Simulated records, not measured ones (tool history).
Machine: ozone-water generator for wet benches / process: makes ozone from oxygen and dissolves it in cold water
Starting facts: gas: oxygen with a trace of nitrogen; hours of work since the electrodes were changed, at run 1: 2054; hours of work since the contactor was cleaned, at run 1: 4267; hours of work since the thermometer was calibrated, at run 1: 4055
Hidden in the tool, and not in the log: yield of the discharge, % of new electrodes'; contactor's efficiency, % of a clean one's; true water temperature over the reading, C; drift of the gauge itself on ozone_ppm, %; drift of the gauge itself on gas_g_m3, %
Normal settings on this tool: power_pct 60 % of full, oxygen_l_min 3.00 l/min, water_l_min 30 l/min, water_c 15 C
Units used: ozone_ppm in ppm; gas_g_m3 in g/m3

run    hour  power_pct  oxygen_l_min  water_l_min  water_c  hours of work since the electrodes were changed  hours of work since the contactor was cleaned  hours of work since the thermometer was calibrated  ozone_ppm  gas_g_m3
  1     0.0         60          3.00           30       15                                             2054                                           4267                                                4055       14.2     233.9
  2    97.4         60          3.00           30       15                                             2129                                           4342                                                4130       14.2     236.3
  3   174.2         60          3.00           30       15                                             2188                                           4401                                                4189       14.3     236.6
  4   233.8         60          3.00           30       19                                             2234                                           4446                                                4234       13.7     235.1
  5   308.8         92          3.00           30       15                                             2291                                           4504                                                4292       20.3     337.3
  6   400.8         60          3.00           30       15                                             2362                                           4575                                                4363       14.5     236.3
  7   470.2         60          3.00           30       15                                             2415                                           4628                                                4416       14.0     234.1
  8   542.5         60          3.00           32       15                                             2471                                           4683                                                4471       13.2     233.6
  9   602.0         75          3.00           32       15                                             2516                                           4729                                                4517       15.6     283.0
 10   685.8         75          3.00           32       15                                             2581                                           4793                                                4581       15.9     282.1
 11   758.7         60          3.00           31       15                                             2637                                           4849                                                4637       13.8     233.6
 12   865.7         60          3.00           31       15                                             2719                                           4931                                                4719       13.6     233.9
 13   923.2         60          3.21           31       15                                             2763                                           4976                                                4764       14.0     227.1
 14   968.9         60          3.21           31       15                                             2798                                           5011                                                4799       13.7     229.4
 15  1032.2         60          3.21           31       15                                             2847                                           5059                                                4847       13.8     225.8
 16  1112.2         64          2.61           31        8                                             2908                                           5121                                                4909       13.9     259.0
 17  1216.0         82          3.00           30       15                                             2988                                           5200                                                4988       18.0     297.7
 18  1297.0         82          3.00           30       15                                             3050                                           5263                                                5050       17.9     299.7
 19  1346.4         60          5.39           30       15                                             3088                                           5300                                                5088       17.0     184.9
 20  1422.6         58          2.19           39       12                                             3146                                           5359                                                5147        8.7     258.3
 21  1485.8         58          2.19           39       12                                             3195                                           5407                                                5195        8.7     254.0
 22  1562.3         60          3.00           30       10                                             3253                                           5466                                                5254       14.3     233.4

5 options for the next run, each taken on its own from the tool as it stands now. Forecast them:
     1638.5  -- contactor cleaned
  A  1664.9         78          3.00           30       10                                             3329                                             20                                                5330          ?         ?
     1638.5  -- contactor cleaned
  B  1664.9         60          2.30           30       12                                             3329                                             20                                                5330          ?         ?
     1638.5  -- contactor cleaned
  C  1664.9         60          4.70           30       15                                             3329                                             20                                                5330          ?         ?
     1638.5  -- contactor cleaned
  D  1664.9         57          2.13           20       10                                             3329                                             20                                                5330          ?         ?
     1638.5  -- contactor cleaned
  E  1664.9         80          2.30           30       15                                             3329                                             20                                                5330          ?         ?

run  ozone_ppm  gas_g_m3
  A       18.3     288.7
  B       13.2     254.3
  C       16.7     192.7
  D       19.0     249.8
  E       16.1     323.2
With no hidden state in the tool, these same runs would have given:
run  ozone_ppm  gas_g_m3
  A       19.8     310.9
  B       14.1     269.7
  C       17.8     204.4
  D       20.1     264.3
  E       17.4     348.5
